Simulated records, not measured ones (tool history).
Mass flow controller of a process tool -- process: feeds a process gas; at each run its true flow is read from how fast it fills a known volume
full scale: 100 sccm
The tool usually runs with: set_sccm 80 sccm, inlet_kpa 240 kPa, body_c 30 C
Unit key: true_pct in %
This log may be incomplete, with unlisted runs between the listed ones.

run     hour  set_sccm  inlet_kpa  body_c  true_pct
  1      0.0        80        240      30    100.54
  2    329.6        80        240      30    100.54
  3    601.3        80        240      30    100.52
  4    897.9        80        233      30    100.60
  5   1298.9        80        233      30    100.70
  6   1610.7        80        233      30    100.72
  7   1850.1        80        233      30    100.71
  8   2283.6        15        240      30    101.08
  9   2748.8        15        240      30    101.10
 10   3234.2        80        240      32    100.81
 11   3644.9        80        240      32    100.81
 12   3849.3        80        240      32    100.81
 13   4298.0        80        240      32    100.87
 14   4638.1        80        198      32    100.91
 15   5006.1        80        198      32    100.96
 16   5434.4        49        240      30    101.03
 17   5686.6        65        240      30    101.19
 18   5895.6        80        149      30    101.13
 19   6314.5        80        149      30    101.13
 20   6810.8        23        149      30    101.55
 21   7088.9        23        149      30    101.55
 22   7534.6        23        149      30    101.67
 23   7993.3        80        240      30    101.72
 24   8428.7        80        240      30    101.67
 25   8926.5        80        240      30    101.71
 26   9251.8        80        240      30    101.87
 27   9637.8        80        240      30    101.83
 28   9859.0        80        240      27    102.10
 29  10207.8        80        240      27    102.15
 30  10690.5        13        177      21    104.47
 31  11169.5        33        267      27    102.43

Run 32 comes next. What will it give?
 32  11398.2        33        267      27         ?

true_pct: 102.46 %
On a tool with no hidden condition, and with the same random variation, this run would have come out at true_pct 98.95 %.
